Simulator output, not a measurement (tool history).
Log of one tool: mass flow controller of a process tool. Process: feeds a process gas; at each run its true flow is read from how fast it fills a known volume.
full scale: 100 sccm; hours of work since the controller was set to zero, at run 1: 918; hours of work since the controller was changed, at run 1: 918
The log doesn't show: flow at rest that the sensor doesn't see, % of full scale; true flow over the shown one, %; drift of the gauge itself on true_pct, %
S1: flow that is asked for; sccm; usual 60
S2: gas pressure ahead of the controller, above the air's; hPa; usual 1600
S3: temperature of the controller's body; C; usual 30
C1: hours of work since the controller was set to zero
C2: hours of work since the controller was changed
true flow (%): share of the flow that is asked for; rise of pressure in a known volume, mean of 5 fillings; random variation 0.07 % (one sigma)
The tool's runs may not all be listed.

run 1 hour=0 | S1=60 S2=1600 S3=30 | C1=918 C2=918 | true_flow_(%)=99.05
run 2 hour=89.5 | S1=60 S2=1600 S3=27 | C1=967 C2=967 | true_flow_(%)=99.22
run 3 hour=167.2 | S1=60 S2=1600 S3=27 | C1=1009 C2=1009 | true_flow_(%)=99.27
run 4 hour=248 | S1=60 S2=1600 S3=27 | C1=1052 C2=1052 | true_flow_(%)=99.14
run 5 hour=308.2 | S1=60 S2=1600 S3=30 | C1=1085 C2=1085 | true_flow_(%)=98.86
run 6 hour=414.3 | S1=60 S2=1600 S3=30 | C1=1142 C2=1142 | true_flow_(%)=99

The next listed run, before its measurement:
run 7 hour=484.8 | S1=63 S2=1600 S3=24 | C1=1180 C2=1180 | true_flow_(%)=?

true flow (%): 99.38
Without the tool's hidden state the same run would have given true flow (%) 99.38.
